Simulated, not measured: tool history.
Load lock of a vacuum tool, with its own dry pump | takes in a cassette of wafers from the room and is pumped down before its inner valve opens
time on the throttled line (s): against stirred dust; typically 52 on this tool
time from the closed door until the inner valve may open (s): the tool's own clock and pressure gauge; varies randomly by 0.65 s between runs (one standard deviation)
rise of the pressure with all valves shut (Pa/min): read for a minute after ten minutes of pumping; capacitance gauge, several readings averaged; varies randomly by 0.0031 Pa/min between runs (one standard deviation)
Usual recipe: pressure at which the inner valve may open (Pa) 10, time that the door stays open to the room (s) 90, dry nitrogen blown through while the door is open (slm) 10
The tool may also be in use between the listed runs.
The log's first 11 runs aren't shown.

run	hour	time on the throttled line (s)	pressure at which the inner valve may open (Pa)	time that the door stays open to the room (s)	dry nitrogen blown through while the door is open (slm)	hours that the pump has run since its overhaul	times that the door has closed on its seal	incoming humidity of the room's air, %	time from the closed door until the inner valve may open (s)	rise of the pressure with all valves shut (Pa/min)
12	5324.5	52	10	90	8	3263	8127	47.4	96.6	0.077
13	5741.6	52	10	90	8	3680	9230	50.2	96.8	0.090
14	6460.4	52	10	90	10	4398	11129	46.9	97.1	0.077
15	6818.7	52	16	90	10	4757	12076	47.4	94.5	0.083
16	7487.4	52	16	90	10	5426	13843	42.0	94.8	0.072
17	7841.0	52	10	90	10	5779	14778	44.2	96.2	0.074
18	8311.5	52	8	90	10	6250	16021	47.1	99.3	0.093
19	8712.2	57	10	81	9	6650	17080	43.8	103.1	0.087
20	9008.7	57	10	81	9	6947	17863	44.3	103.4	0.090
21	9537.9	57	10	58	9	7476	19262	45.8	101.8	0.090

Run 22 is up next; what results do you expect?
22	10103.0	47	13	69	16	8041	20755	47.6	?	?

{"run 22": {"time from the closed door until the inner valve may open (s)": 92.8, "rise of the pressure with all valves shut (Pa/min)": 0.081}}
Without the tool's hidden state the same run would have given time from the closed door until the inner valve may open (s) 89.8, rise of the pressure with all valves shut (Pa/min) 0.043.
